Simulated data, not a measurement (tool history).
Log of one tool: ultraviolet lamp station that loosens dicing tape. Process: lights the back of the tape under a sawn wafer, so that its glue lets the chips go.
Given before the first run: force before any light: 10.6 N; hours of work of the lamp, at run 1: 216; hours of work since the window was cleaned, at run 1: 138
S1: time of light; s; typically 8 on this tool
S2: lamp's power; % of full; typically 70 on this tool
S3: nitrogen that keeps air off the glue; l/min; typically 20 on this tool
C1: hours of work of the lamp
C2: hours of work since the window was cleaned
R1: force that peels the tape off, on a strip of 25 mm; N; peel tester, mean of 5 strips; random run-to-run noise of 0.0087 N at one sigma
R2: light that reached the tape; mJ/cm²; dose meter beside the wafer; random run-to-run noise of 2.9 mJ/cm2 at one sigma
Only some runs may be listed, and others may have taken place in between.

| run | hour | S1 | S2 | S3 | C1 | C2 | R1 | R2 |
|---|---|---|---|---|---|---|---|---|
| 1 | 0 | 8 | 70 | 20 | 216 | 138 | 0.439 | 381 |
| 2 | 30.4 | 8 | 70 | 20 | 232 | 154 | 0.457 | 377 |
| 3 | 62.5 | 9 | 70 | 20 | 249 | 171 | 0.35 | 427 |
| 4 | 91.7 | 8 | 86 | 20 | 264 | 186 | 0.296 | 456 |
| 5 | 115.4 | 8 | 70 | 26 | 277 | 199 | 0.415 | 364 |
| 6 | 142.6 | 8 | 65 | 20 | 291 | 213 | 0.577 | 340 |
|  | 158.6 | window cleaned of glue's vapour |
| 7 | 174.4 | 8 | 65 | 20 | 307 | 8 | 0.676 | 324 |
| 8 | 202.1 | 8 | 65 | 20 | 322 | 23 | 0.653 | 314 |
|  | 211.2 | window cleaned of glue's vapour, once more |
| 9 | 222.2 | 8 | 65 | 20 | 332 | 6 | 0.477 | 370 |
| 10 | 255.7 | 8 | 65 | 20 | 349 | 23 | 0.491 | 363 |
| 11 | 271.1 | 8 | 65 | 20 | 357 | 31 | 0.492 | 361 |
| 12 | 301.4 | 8 | 63 | 20 | 373 | 47 | 0.536 | 346 |
| 13 | 320.2 | 14 | 97 | 20 | 383 | 57 | 0.156 | 933 |
| 14 | 335.3 | 14 | 97 | 20 | 391 | 65 | 0.154 | 930 |
| 15 | 363.4 | 8 | 64 | 20 | 406 | 79 | 0.561 | 342 |
| 16 | 390 | 7 | 93 | 11 | 420 | 93 | 0.484 | 432 |
| 17 | 404.3 | 8 | 85 | 20 | 427 | 101 | 0.299 | 462 |
| 18 | 421.7 | 8 | 85 | 20 | 436 | 110 | 0.308 | 450 |
| 19 | 448.6 | 7 | 72 | 17 | 450 | 124 | 0.69 | 335 |
| 20 | 477.9 | 10 | 97 | 20 | 465 | 139 | 0.184 | 631 |
| 21 | 497.6 | 10 | 97 | 20 | 476 | 150 | 0.194 | 627 |
| 22 | 531.2 | 10 | 97 | 20 | 493 | 167 | 0.184 | 617 |
| 23 | 555.6 | 10 | 97 | 20 | 506 | 180 | 0.183 | 611 |

Below, each run's measurement less what the same run would have read without the hidden state. Both values contain the same run-to-run variation, but the gauge's scatter may not be the same in both:
The hidden state here: lamp's light, % of a new lamp's; light that the window lets through, % of a clean one's; drift of the gauge itself on peel_n, %; drift of the gauge itself on dose_mj_cm2, %.
| run | R1 | R2 |
|---|---|---|
| 1 | +0.092 | -42 |
| 2 | +0.103 | -45 |
| 3 | +0.082 | -56 |
| 4 | +0.067 | -66 |
| 5 | +0.112 | -56 |
| 6 | +0.171 | -56 |
| 7 | +0.253 | -73 |
| 8 | +0.257 | -75 |
| 9 | +0.065 | -24 |
| 10 | +0.076 | -28 |
| 11 | +0.083 | -31 |
| 12 | +0.102 | -33 |
| 13 | +0.001 | -94 |
| 14 | +0.001 | -100 |
| 15 | +0.127 | -40 |
| 16 | +0.116 | -56 |
| 17 | +0.062 | -60 |
| 18 | +0.066 | -62 |
| 19 | +0.19 | -49 |
| 20 | +0.016 | -102 |
| 21 | +0.018 | -106 |
| 22 | +0.02 | -113 |
| 23 | +0.021 | -118 |
